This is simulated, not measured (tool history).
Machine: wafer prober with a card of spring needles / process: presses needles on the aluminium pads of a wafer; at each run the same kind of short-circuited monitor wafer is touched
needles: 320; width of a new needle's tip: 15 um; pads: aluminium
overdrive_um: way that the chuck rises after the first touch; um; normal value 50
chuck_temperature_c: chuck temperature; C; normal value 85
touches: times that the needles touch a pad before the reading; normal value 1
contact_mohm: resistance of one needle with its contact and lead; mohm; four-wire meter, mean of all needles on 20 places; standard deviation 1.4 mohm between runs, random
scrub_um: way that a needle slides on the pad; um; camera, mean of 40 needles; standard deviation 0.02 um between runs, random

| run | hour | overdrive_um | chuck_temperature_c | touches | contact_mohm | scrub_um |
|---|---|---|---|---|---|---|
| 1 | 0 | 50 | 85 | 1 | 137 | 6.61 |
|  | 59.8 | tips cleaned on abrasive film |
| 2 | 90.4 | 50 | 39 | 1 | 231 | 6.64 |
|  | 116.9 | tips cleaned on abrasive film |
|  | 174.2 | tips cleaned on abrasive film |
| 3 | 174.5 | 50 | 39 | 1 | 137 | 6.6 |
|  | 200 | tips cleaned on abrasive film, once more |
|  | 253.9 | tips cleaned on abrasive film |
| 4 | 263.9 | 50 | 39 | 1 | 159 | 6.58 |
|  | 307.8 | tips cleaned on abrasive film |
| 5 | 351.6 | 50 | 85 | 1 | 207 | 6.52 |
|  | 365.9 | tips cleaned on abrasive film |
|  | 427.5 | tips cleaned on abrasive film |
| 6 | 437.2 | 50 | 85 | 1 | 161 | 6.51 |
|  | 485.4 | tips cleaned on abrasive film |
| 7 | 526.4 | 50 | 85 | 1 | 207 | 6.49 |
|  | 543.4 | tips cleaned on abrasive film |
|  | 601.9 | tips cleaned on abrasive film |
| 8 | 606 | 50 | 69 | 1 | 155 | 6.47 |
|  | 662.2 | tips cleaned on abrasive film |
| 9 | 697.7 | 50 | 69 | 1 | 201 | 6.47 |
|  | 719.6 | tips cleaned on abrasive film |
|  | 725.5 | height of the first contact set anew |
| 10 | 752.2 | 50 | 69 | 1 | 197 | 6.66 |
|  | 779.8 | tips cleaned on abrasive film |
|  | 833.7 | tips cleaned on abrasive film |
| 11 | 846.1 | 50 | 85 | 1 | 171 | 6.64 |
|  | 887.8 | tips cleaned on abrasive film |
| 12 | 887.8 | 50 | 85 | 1 | 145 | 6.6 |
|  | 946.3 | tips cleaned on abrasive film |
| 13 | 969.3 | 50 | 124 | 1 | 194 | 6.61 |
|  | 1001 | tips cleaned on abrasive film |
|  | 1059.2 | tips cleaned on abrasive film |
| 14 | 1065.8 | 50 | 104 | 1 | 164 | 6.57 |
| 15 | 1106.7 | 50 | 85 | 1 | 212 | 6.56 |
|  | 1119.4 | tips cleaned on abrasive film |
|  | 1181.2 | tips cleaned on abrasive film |
| 16 | 1182.4 | 50 | 85 | 1 | 142 | 6.54 |
|  | 1238 | tips cleaned on abrasive film |
| 17 | 1253.4 | 60 | 108 | 1 | 166 | 7.9 |

For run 18, what comes out?
|  | 1298.6 | tips cleaned on abrasive film |
| 18 | 1344.5 | 60 | 108 | 1 | ? | ? |

{"run 18": {"contact_mohm": 191, "scrub_um": 7.85}}
Were there no unlogged condition in the tool, this run, its random variation unchanged, would have produced contact_mohm 131 mohm, scrub_um 7.99 um.
